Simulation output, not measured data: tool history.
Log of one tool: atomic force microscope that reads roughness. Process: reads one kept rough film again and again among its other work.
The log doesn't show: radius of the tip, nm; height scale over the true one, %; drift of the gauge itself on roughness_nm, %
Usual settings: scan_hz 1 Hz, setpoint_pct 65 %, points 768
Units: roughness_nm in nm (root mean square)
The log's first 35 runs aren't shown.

run,day,scan_hz,setpoint_pct,points,pictures with this tip,hours of work since the height scale was calibrated,roughness_nm
36,27.262,1.47,86,555,245,45,1.878
37,28.154,0.78,65,281,270,62,2.045
38,28.812,0.78,82,281,288,74,1.925
39,29.721,0.78,82,339,313,91,1.878
40,30.629,1,62,768,339,107,1.943
41,31.612,2.15,69,768,366,125,1.785
42,32.175,2.15,83,435,382,136,1.581
# day 32.667: new tip fitted
43,32.817,2.15,83,435,4,147,2.353
44,33.679,1.26,62,768,28,163,2.695
45,34.45,1.26,62,768,49,178,2.64
46,35.088,1.71,80,258,67,189,2.242
47,35.558,0.82,65,272,80,198,2.481

Forecast each of these 3 alternatives for the next run:
A,36.488,0.82,57,881,106,215,?
B,36.488,1.03,59,558,106,215,?
C,36.488,1.62,59,776,106,215,?

run,roughness_nm
A,2.51
B,2.475
C,2.457
Without the tool's hidden state the same runs would have given:
run,roughness_nm
A,2.869
B,2.83
C,2.808
